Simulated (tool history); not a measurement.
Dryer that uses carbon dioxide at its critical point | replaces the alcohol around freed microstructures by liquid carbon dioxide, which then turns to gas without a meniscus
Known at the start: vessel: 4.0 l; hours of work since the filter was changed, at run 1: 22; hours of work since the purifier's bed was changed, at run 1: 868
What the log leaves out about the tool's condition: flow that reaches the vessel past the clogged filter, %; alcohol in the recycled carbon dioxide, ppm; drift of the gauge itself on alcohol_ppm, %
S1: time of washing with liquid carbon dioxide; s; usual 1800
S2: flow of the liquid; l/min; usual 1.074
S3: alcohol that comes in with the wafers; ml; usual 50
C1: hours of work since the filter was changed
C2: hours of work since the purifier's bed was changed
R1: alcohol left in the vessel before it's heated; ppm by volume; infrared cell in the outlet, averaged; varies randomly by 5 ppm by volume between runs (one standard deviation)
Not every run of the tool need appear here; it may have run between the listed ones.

| run | hour | S1 | S2 | S3 | C1 | C2 | R1 |
|---|---|---|---|---|---|---|---|
| 1 | 0 | 1800 | 1.074 | 50 | 22 | 868 | 100 |
| 2 | 23.3 | 1800 | 1.074 | 50 | 38 | 884 | 100 |
| 3 | 38.8 | 1800 | 1.074 | 50 | 48 | 895 | 92 |
| 4 | 56.8 | 1800 | 1.074 | 50 | 61 | 907 | 96 |
| 5 | 81.4 | 1800 | 1.074 | 50 | 78 | 924 | 107 |
| 6 | 103 | 1800 | 0.65 | 50 | 92 | 939 | 355 |
| 7 | 133.9 | 1200 | 0.65 | 50 | 114 | 960 | 1072 |
| 8 | 153.5 | 1800 | 1.074 | 30 | 127 | 974 | 99 |
| 9 | 168 | 1800 | 1.27 | 30 | 137 | 984 | 98 |
| 10 | 197.9 | 1800 | 1.074 | 34 | 158 | 1004 | 107 |
| 11 | 225.7 | 1800 | 0.97 | 34 | 177 | 1023 | 118 |
|  | 246.3 | purifier's bed changed |
| 12 | 248.6 | 1380 | 1.36 | 33 | 190 | 2 | 17 |
| 13 | 274.7 | 2520 | 0.68 | 50 | 208 | 20 | 65 |
| 14 | 304.7 | 1800 | 0.83 | 50 | 229 | 40 | 117 |
| 15 | 328 | 1800 | 1.61 | 57 | 245 | 56 | 7 |
|  | 344.1 | inlet filter changed |
| 16 | 349 | 1800 | 1.61 | 57 | 3 | 70 | 14 |
| 17 | 363.1 | 1800 | 1.61 | 57 | 13 | 80 | 11 |
| 18 | 393.2 | 1800 | 1.61 | 57 | 34 | 100 | 14 |
| 19 | 407.9 | 2820 | 1.59 | 76 | 44 | 110 | 10 |

For each run, the measured value with the value that run would have given without the tool's hidden condition subtracted. The run-to-run variation is shared by both, the gauge scatter possibly not:
| run | R1 |
|---|---|
| 1 | +71 |
| 2 | +72 |
| 3 | +74 |
| 4 | +76 |
| 5 | +78 |
| 6 | +100 |
| 7 | +144 |
| 8 | +81 |
| 9 | +82 |
| 10 | +86 |
| 11 | +89 |
| 12 | +6 |
| 13 | +16 |
| 14 | +30 |
| 15 | +6 |
| 16 | +7 |
| 17 | +7 |
| 18 | +9 |
| 19 | +10 |
